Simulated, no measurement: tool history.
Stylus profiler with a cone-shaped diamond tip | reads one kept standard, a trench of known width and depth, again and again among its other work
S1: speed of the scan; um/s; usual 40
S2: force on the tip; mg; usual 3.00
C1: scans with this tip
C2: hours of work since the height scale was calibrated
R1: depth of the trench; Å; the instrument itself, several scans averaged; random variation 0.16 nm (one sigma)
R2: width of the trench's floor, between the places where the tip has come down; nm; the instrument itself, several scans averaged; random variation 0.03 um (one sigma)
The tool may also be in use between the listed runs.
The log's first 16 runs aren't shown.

run	hour	S1	S2	C1	C2	R1	R2
17	816.5	145	3.00	10316	712	10075.9	95780
18	857.0	145	3.00	10434	731	10079.7	95760
19	889.1	145	3.00	10528	746	10077.3	95720
20	951.8	145	3.00	10711	776	10079.1	95730
21	1003.2	17	3.00	10862	800	10075.3	95900
22	1038.8	17	3.00	10966	817	10076.1	95960
23	1101.6	17	3.00	11149	846	10076.4	95960
24	1143.7	17	3.00	11272	866	10075.7	95960
25	1200.7	70	3.80	11439	893	10089.9	95910
26	1272.2	12	4.33	11648	927	10099.4	95930
27	1303.0	52	4.31	11738	941	10098.2	95890
# hour 1327.7: height scale calibrated on a step standard
28	1343.2	52	4.31	11853	7	10096.5	95930
29	1418.8	66	7.66	12074	43	10142.6	95970
30	1467.4	66	7.66	12217	66	10143.7	95890
31	1517.4	66	7.66	12363	89	10146.4	95950
32	1573.9	14	1.16	12528	116	10042.4	95960
33	1637.7	30	2.55	12714	146	10068.4	95950
34	1680.7	14	2.46	12840	166	10065.6	95970
35	1752.0	105	2.46	13048	200	10064.5	95780
36	1812.4	32	5.87	13224	229	10120.3	95990
37	1848.9	16	1.99	13331	246	10058.9	95960
38	1906.3	16	1.99	13499	273	10057.6	95920

Forecast run 39:
39	1967.6	27	1.99	13678	302	?	?

R1: 10060.5 Å
R2: 95930 nm
Without the tool's hidden state the same run would have given R1 10060.5 Å, R2 95960 nm.

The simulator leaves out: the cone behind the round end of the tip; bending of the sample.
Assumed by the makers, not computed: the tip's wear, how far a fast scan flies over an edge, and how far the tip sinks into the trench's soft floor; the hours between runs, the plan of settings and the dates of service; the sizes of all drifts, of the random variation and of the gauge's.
